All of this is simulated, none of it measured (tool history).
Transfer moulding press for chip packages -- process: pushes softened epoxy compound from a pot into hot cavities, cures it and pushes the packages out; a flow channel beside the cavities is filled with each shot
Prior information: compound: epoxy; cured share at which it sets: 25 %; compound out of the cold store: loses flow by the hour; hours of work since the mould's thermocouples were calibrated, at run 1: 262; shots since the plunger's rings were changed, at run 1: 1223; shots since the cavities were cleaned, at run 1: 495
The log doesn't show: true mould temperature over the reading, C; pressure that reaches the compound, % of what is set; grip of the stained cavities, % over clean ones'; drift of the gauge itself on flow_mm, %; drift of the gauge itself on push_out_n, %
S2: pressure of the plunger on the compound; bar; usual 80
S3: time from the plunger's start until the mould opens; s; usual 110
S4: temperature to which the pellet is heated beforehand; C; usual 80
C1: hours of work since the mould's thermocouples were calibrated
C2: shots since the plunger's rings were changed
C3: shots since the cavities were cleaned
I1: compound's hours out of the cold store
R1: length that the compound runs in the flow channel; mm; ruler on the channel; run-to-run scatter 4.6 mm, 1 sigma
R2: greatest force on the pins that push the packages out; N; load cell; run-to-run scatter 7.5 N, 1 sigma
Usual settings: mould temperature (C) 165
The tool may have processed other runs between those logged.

Run 1, hour 0: usual settings; C1 262; C2 1223; C3 495; I1 18.3. Result: R1 832 mm, R2 425 N.
Run 2, hour 23.9: usual settings; C1 274; C2 1414; C3 686; I1 26.5. Result: R1 774 mm, R2 453 N.
At hour 30.8: cavities cleaned with cleaning compound and waxed.
Run 3, hour 46.3: usual settings; C1 284; C2 1580; C3 123; I1 12.1. Result: R1 868 mm, R2 392 N.
Run 4, hour 66.9: usual settings; C1 294; C2 1744; C3 287; I1 21.6. Result: R1 807 mm, R2 397 N.
Run 5, hour 92.8: usual settings but S4 89 C; C1 307; C2 1950; C3 493; I1 30. Result: R1 759 mm, R2 402 N.
Run 6, hour 106.7: usual settings; C1 313; C2 2061; C3 604; I1 29.9. Result: R1 752 mm, R2 427 N.
At hour 124.5: cavities cleaned with cleaning compound and waxed.
Run 7, hour 134.3: usual settings; C1 326; C2 2268; C3 78; I1 33.3. Result: R1 732 mm, R2 343 N.
Run 8, hour 148.8: usual settings; C1 333; C2 2384; C3 194; I1 25.7. Result: R1 775 mm, R2 377 N.
Run 9, hour 166.1: usual settings; C1 342; C2 2522; C3 332; I1 46.6. Result: R1 661 mm, R2 379 N.
Run 10, hour 189.1: usual settings but S3 115 s; C1 353; C2 2704; C3 514; I1 14.7. Result: R1 827 mm, R2 422 N.
Run 11, hour 206: usual settings but mould temperature (C) 158, S2 89.9 bar, S3 102 s, S4 77 C; C1 361; C2 2839; C3 649; I1 33.9. Result: R1 775 mm, R2 715 N.
At hour 219.3: cavities cleaned with cleaning compound and waxed.
Run 12, hour 233: usual settings but mould temperature (C) 158, S2 89.9 bar, S3 102 s, S4 77 C; C1 374; C2 3042; C3 109; I1 28.8. Result: R1 816 mm, R2 612 N.
Run 13, hour 250.4: usual settings but S2 80.4 bar; C1 382; C2 3181; C3 248; I1 34.9. Result: R1 720 mm, R2 378 N.
Run 14, hour 267.2: usual settings but mould temperature (C) 171, S2 72.5 bar, S3 122 s; C1 391; C2 3314; C3 381; I1 25.9. Result: R1 709 mm, R2 339 N.
Run 15, hour 279.1: usual settings but mould temperature (C) 171, S2 64.5 bar, S3 122 s; C1 396; C2 3409; C3 476; I1 23.6. Result: R1 681 mm, R2 343 N.
Run 16, hour 303.6: usual settings but mould temperature (C) 171, S2 64.5 bar, S3 122 s; C1 408; C2 3604; C3 671; I1 11. Result: R1 741 mm, R2 387 N.
At hour 312.7: cavities cleaned with cleaning compound and waxed.
Run 17, hour 331: usual settings but mould temperature (C) 171, S2 64.5 bar, S3 122 s; C1 421; C2 3810; C3 145; I1 29. Result: R1 654 mm, R2 312 N.
Run 18, hour 346: usual settings but mould temperature (C) 171, S2 64.5 bar, S3 122 s; C1 429; C2 3930; C3 265; I1 38.5. Result: R1 608 mm, R2 342 N.
Run 19, hour 373.8: usual settings but mould temperature (C) 171, S2 64.5 bar, S3 122 s; C1 442; C2 4151; C3 486; I1 28.4. Result: R1 648 mm, R2 355 N.

Below are 5 alternative next runs, each starting from the tool's condition after run 19. Predict each:
At hour 403.5: plunger's sealing rings changed.
Run A, hour 403.5: usual settings but mould temperature (C) 158, S2 81.4 bar, S4 87 C; C1 455; C2 0; C3 702; I1 10.9. Result: R1 ?, R2 ?.
At hour 403.5: plunger's sealing rings changed.
Run B, hour 403.5: usual settings but mould temperature (C) 171, S2 64.5 bar, S3 140 s, S4 81 C; C1 455; C2 0; C3 702; I1 14.7. Result: R1 ?, R2 ?.
At hour 403.5: plunger's sealing rings changed.
Run C, hour 403.5: usual settings but mould temperature (C) 173, S2 90.4 bar, S3 122 s, S4 77 C; C1 455; C2 0; C3 702; I1 19.4. Result: R1 ?, R2 ?.
At hour 403.5: plunger's sealing rings changed.
Run D, hour 403.5: usual settings but mould temperature (C) 171, S2 64.5 bar, S3 137 s; C1 455; C2 0; C3 702; I1 36.6. Result: R1 ?, R2 ?.
At hour 403.5: plunger's sealing rings changed.
Run E, hour 403.5: usual settings but mould temperature (C) 166, S4 77 C; C1 455; C2 0; C3 702; I1 9.4. Result: R1 ?, R2 ?.

run   R1   R2
  A  925  667
  B  772  371
  C  886  374
  D  654  367
  E  922  442
Without the tool's unlogged condition, the same runs would have read:
run   R1   R2
  A  925  487
  B  772  280
  C  886  282
  D  654  276
  E  923  328
